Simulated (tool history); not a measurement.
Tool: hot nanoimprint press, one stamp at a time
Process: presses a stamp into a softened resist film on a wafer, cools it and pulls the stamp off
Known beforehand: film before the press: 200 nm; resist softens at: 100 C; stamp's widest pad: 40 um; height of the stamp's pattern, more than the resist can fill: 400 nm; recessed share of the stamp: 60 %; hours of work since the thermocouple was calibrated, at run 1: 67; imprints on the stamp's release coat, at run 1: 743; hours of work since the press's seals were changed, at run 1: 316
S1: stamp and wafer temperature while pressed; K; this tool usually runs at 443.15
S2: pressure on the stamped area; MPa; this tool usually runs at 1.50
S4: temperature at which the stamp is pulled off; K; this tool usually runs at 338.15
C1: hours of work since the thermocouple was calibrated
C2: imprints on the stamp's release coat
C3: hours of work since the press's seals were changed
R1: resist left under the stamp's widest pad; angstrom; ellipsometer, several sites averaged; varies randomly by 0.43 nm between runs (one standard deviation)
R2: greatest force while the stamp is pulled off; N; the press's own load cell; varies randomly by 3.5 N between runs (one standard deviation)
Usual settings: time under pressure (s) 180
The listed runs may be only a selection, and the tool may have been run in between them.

Run 1, hour 0.0: usual settings; C1 67; C2 743; C3 316. Result: R1 801 angstrom, R2 166 N.
Run 2, hour 49.7: usual settings; C1 104; C2 949; C3 354. Result: R1 802 angstrom, R2 167 N.
Run 3, hour 105.2: usual settings; C1 147; C2 1178; C3 396. Result: R1 802 angstrom, R2 170 N.
Run 4, hour 146.4: usual settings but S1 441.15 K; C1 178; C2 1349; C3 428. Result: R1 887 angstrom, R2 163 N.
Run 5, hour 174.8: usual settings; C1 200; C2 1466; C3 449. Result: R1 802 angstrom, R2 168 N.
At hour 196.2: stamp cleaned and given a new release coat.
Run 6, hour 227.9: usual settings; C1 235; C2 131; C3 485. Result: R1 800 angstrom, R2 170 N.
Run 7, hour 259.6: usual settings; C1 259; C2 262; C3 509. Result: R1 806 angstrom, R2 165 N.
Run 8, hour 305.5: usual settings but S1 434.15 K, S2 1.29 MPa, time under pressure (s) 148, S4 341.15 K; C1 294; C2 452; C3 544. Result: R1 1404 angstrom, R2 163 N.
At hour 319.9: plate thermocouple calibrated.
Run 9, hour 340.0: usual settings but S1 434.15 K, S2 1.78 MPa, time under pressure (s) 148, S4 342.15 K; C1 15; C2 582; C3 568. Result: R1 1252 angstrom, R2 154 N.
Run 10, hour 383.3: usual settings but S1 434.15 K, S2 1.78 MPa, time under pressure (s) 148, S4 342.15 K; C1 48; C2 761; C3 601. Result: R1 1251 angstrom, R2 155 N.
Run 11, hour 413.9: usual settings but S1 434.15 K, S2 1.78 MPa, time under pressure (s) 148, S4 342.15 K; C1 71; C2 888; C3 624. Result: R1 1245 angstrom, R2 160 N.
Run 12, hour 458.2: usual settings but S1 445.15 K, time under pressure (s) 105; C1 105; C2 1071; C3 658. Result: R1 879 angstrom, R2 168 N.
Run 13, hour 506.0: usual settings but S1 441.15 K, S2 1.66 MPa, S4 332.15 K; C1 141; C2 1269; C3 694. Result: R1 850 angstrom, R2 188 N.
Run 14, hour 552.6: usual settings but S1 441.15 K, S2 1.66 MPa, time under pressure (s) 141, S4 332.15 K; C1 177; C2 1461; C3 730. Result: R1 921 angstrom, R2 190 N.

Some steps in R1, run to run, broken into two amounts with sign: the step expected even without the hidden condition (settings, incoming material, random variation), and the rest, left for the hidden condition together with whatever gauge scatter is not in both the measured and the hidden-condition-free result:
Hidden state present: true temperature over the reading, C; pressure that arrives at the usual setting, %; grip of the stamp's worn release coat, % over a new coat's; drift of the gauge itself on residual_nm, %; drift of the gauge itself on pull_off_n, %.
Run 7 -> 8: S1 443.15 -> 434.15, S2 1.50 -> 1.29, time under pressure (s) 180 -> 148, S4 338.15 -> 341.15. R1 +598 angstrom: hidden state +4, all else +594.

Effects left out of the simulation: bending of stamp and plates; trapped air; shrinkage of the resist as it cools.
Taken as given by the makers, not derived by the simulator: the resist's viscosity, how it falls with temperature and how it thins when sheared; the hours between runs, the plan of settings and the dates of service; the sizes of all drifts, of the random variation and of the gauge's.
